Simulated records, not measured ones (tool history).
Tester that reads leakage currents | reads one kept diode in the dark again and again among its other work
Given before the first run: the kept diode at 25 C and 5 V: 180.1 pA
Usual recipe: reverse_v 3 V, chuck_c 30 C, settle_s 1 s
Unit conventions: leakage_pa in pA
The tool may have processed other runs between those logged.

run	hour	reverse_v	chuck_c	settle_s	leakage_pa
1	0	3	30	1	221.67
2	76.8	3	25	1	139.58
3	156.4	3	30	1	219.96
4	257.5	3	30	1	217.87
5	339.2	3	30	1	217.03
6	414.6	3	30	1	215.93
7	504.9	3	30	1	214.88
8	586.6	3	30	2.37	214.01
9	707.5	3	30	2.37	212.54
10	772.3	3	30	2.37	210.66
11	832.4	3	30	2.37	210.02
12	941.8	3	30	1	208.6
13	1002.1	1.45	44	8.33	481.65
14	1131.6	17.99	36	1	945.28
15	1207.2	6.6	30	9.37	314.52
16	1274.5	6.6	30	9.37	313.47
17	1330.2	6.6	30	9.37	313.38

Run 18, settings as shown, results not yet in. Your forecast:
18	1443.6	8.3	30	2.71	?

Run 18 yielded leakage_pa 350.16 pA.
On a tool with no hidden condition, and with the same random variation, this run would have come out at leakage_pa 378.31 pA.
